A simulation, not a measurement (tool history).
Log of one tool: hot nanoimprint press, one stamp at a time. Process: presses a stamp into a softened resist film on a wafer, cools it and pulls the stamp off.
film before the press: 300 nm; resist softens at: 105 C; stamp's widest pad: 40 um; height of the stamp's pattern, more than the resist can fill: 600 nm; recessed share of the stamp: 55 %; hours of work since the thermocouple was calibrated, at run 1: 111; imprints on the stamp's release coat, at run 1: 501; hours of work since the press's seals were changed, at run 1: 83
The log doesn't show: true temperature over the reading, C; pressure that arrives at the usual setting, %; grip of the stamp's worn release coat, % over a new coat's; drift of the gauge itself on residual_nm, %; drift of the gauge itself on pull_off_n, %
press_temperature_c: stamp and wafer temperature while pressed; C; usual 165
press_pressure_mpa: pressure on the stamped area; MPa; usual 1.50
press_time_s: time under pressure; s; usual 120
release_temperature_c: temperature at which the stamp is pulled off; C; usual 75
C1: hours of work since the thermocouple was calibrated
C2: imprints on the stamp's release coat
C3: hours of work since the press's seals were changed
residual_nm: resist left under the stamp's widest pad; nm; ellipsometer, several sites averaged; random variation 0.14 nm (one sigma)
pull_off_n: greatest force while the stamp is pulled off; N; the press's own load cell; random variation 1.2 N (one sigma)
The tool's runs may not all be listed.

Run 1, day 0.000: usual settings; C1 111; C2 501; C3 83. Result: residual_nm 121.3 nm, pull_off_n 95 N.
Run 2, day 0.725: usual settings; C1 123; C2 569; C3 94. Result: residual_nm 121.6 nm, pull_off_n 96 N.
Run 3, day 1.679: usual settings; C1 138; C2 660; C3 109. Result: residual_nm 121.3 nm, pull_off_n 96 N.
Run 4, day 2.421: usual settings but press_time_s 69 s; C1 149; C2 730; C3 121. Result: residual_nm 146.4 nm, pull_off_n 95 N.
Run 5, day 3.896: usual settings; C1 172; C2 869; C3 144. Result: residual_nm 121.0 nm, pull_off_n 96 N.
At day 4.917: stamp cleaned and given a new release coat.
Run 6, day 5.604: usual settings but press_pressure_mpa 1.84 MPa; C1 195; C2 66; C3 167. Result: residual_nm 107.7 nm, pull_off_n 94 N.
Run 7, day 7.288: usual settings but press_pressure_mpa 1.84 MPa, press_time_s 72 s; C1 222; C2 225; C3 193. Result: residual_nm 128.9 nm, pull_off_n 95 N.
Run 8, day 8.371: usual settings but press_pressure_mpa 1.51 MPa; C1 239; C2 328; C3 210. Result: residual_nm 120.3 nm, pull_off_n 96 N.
Run 9, day 9.117: usual settings but press_pressure_mpa 1.30 MPa; C1 250; C2 398; C3 222. Result: residual_nm 130.4 nm, pull_off_n 94 N.
Run 10, day 10.658: usual settings but press_pressure_mpa 1.30 MPa; C1 274; C2 544; C3 246. Result: residual_nm 130.2 nm, pull_off_n 97 N.
At day 11.108: plate thermocouple calibrated.
Run 11, day 11.592: usual settings but press_pressure_mpa 1.30 MPa; C1 8; C2 621; C3 259. Result: residual_nm 130.1 nm, pull_off_n 95 N.
Run 12, day 12.983: usual settings but press_pressure_mpa 1.30 MPa; C1 29; C2 753; C3 281. Result: residual_nm 129.9 nm, pull_off_n 94 N.
Run 13, day 13.942: usual settings but press_pressure_mpa 1.30 MPa; C1 44; C2 843; C3 296. Result: residual_nm 129.9 nm, pull_off_n 98 N.
At day 15.196: stamp cleaned and given a new release coat.
Run 14, day 15.442: usual settings but press_pressure_mpa 1.30 MPa; C1 64; C2 24; C3 315. Result: residual_nm 129.6 nm, pull_off_n 96 N.
Run 15, day 16.779: usual settings but press_pressure_mpa 1.30 MPa; C1 85; C2 150; C3 336. Result: residual_nm 129.4 nm, pull_off_n 95 N.
At day 17.108: gauge calibrated.
Run 16, day 17.962: usual settings but press_temperature_c 154 C, press_pressure_mpa 1.78 MPa; C1 104; C2 262; C3 355. Result: residual_nm 179.1 nm, pull_off_n 96 N.
Run 17, day 19.258: usual settings but press_temperature_c 154 C, press_pressure_mpa 1.78 MPa; C1 124; C2 385; C3 375. Result: residual_nm 179.0 nm, pull_off_n 96 N.
Run 18, day 20.046: usual settings but press_temperature_c 154 C, press_pressure_mpa 1.48 MPa, release_temperature_c 60 C; C1 136; C2 460; C3 387. Result: residual_nm 193.7 nm, pull_off_n 108 N.
Run 19, day 21.088: usual settings but release_temperature_c 62 C; C1 153; C2 558; C3 404. Result: residual_nm 121.0 nm, pull_off_n 107 N.
Run 20, day 22.575: usual settings but press_pressure_mpa 2.34 MPa; C1 176; C2 699; C3 427. Result: residual_nm 94.0 nm, pull_off_n 97 N.
Run 21, day 23.921: usual settings but press_pressure_mpa 2.34 MPa, release_temperature_c 82 C; C1 197; C2 827; C3 448. Result: residual_nm 93.7 nm, pull_off_n 89 N.
Run 22, day 24.671: usual settings but press_pressure_mpa 2.34 MPa, release_temperature_c 82 C; C1 209; C2 898; C3 460. Result: residual_nm 93.6 nm, pull_off_n 92 N.
At day 25.412: stamp cleaned and given a new release coat.
Run 23, day 25.979: usual settings but press_pressure_mpa 2.34 MPa, release_temperature_c 82 C; C1 225; C2 54; C3 477. Result: residual_nm 93.3 nm, pull_off_n 90 N.
Run 24, day 26.921: usual settings but press_pressure_mpa 1.40 MPa, press_time_s 227 s; C1 240; C2 143; C3 491. Result: residual_nm 99.6 nm, pull_off_n 98 N.
Run 25, day 28.479: usual settings but press_temperature_c 169 C, press_pressure_mpa 1.90 MPa, press_time_s 81 s; C1 265; C2 291; C3 516. Result: residual_nm 102.2 nm, pull_off_n 97 N.
At day 29.550: plate thermocouple calibrated.
Run 26, day 30.029: usual settings but press_temperature_c 172 C, press_pressure_mpa 1.82 MPa, press_time_s 61 s; C1 8; C2 426; C3 538. Result: residual_nm 103.1 nm, pull_off_n 96 N.
Run 27, day 31.500: usual settings but press_temperature_c 172 C, press_pressure_mpa 1.82 MPa, press_time_s 61 s; C1 31; C2 565; C3 561. Result: residual_nm 102.8 nm, pull_off_n 96 N.
Run 28, day 32.342: usual settings but press_temperature_c 164 C, press_pressure_mpa 1.46 MPa, press_time_s 115 s, release_temperature_c 72 C; C1 44; C2 645; C3 574. Result: residual_nm 128.5 nm, pull_off_n 99 N.
Run 29, day 33.350: usual settings but press_temperature_c 153 C, press_pressure_mpa 1.03 MPa, press_time_s 151 s, release_temperature_c 68 C; C1 60; C2 740; C3 590. Result: residual_nm 215.2 nm, pull_off_n 101 N.

Hidden state or all else? Some run-to-run changes of residual_nm, split into what the settings, what came in and random variation would give without the hidden state, and what is left for the hidden state (with any gauge scatter that isn't in both results):
Run 15 -> 16: press_temperature_c 165 -> 154, press_pressure_mpa 1.30 -> 1.78, gauge calibrated. residual_nm +49.7 nm: hidden state +2.0, all else +47.7.
Run 18 -> 19: press_temperature_c 154 -> 165, press_pressure_mpa 1.48 -> 1.50, release_temperature_c 60 -> 62. residual_nm -72.7 nm: hidden state +0.0, all else -72.7.
Run 28 -> 29: press_temperature_c 164 -> 153, press_pressure_mpa 1.46 -> 1.03, press_time_s 115 -> 151, release_temperature_c 72 -> 68. residual_nm +86.7 nm: hidden state -1.5, all else +88.2.

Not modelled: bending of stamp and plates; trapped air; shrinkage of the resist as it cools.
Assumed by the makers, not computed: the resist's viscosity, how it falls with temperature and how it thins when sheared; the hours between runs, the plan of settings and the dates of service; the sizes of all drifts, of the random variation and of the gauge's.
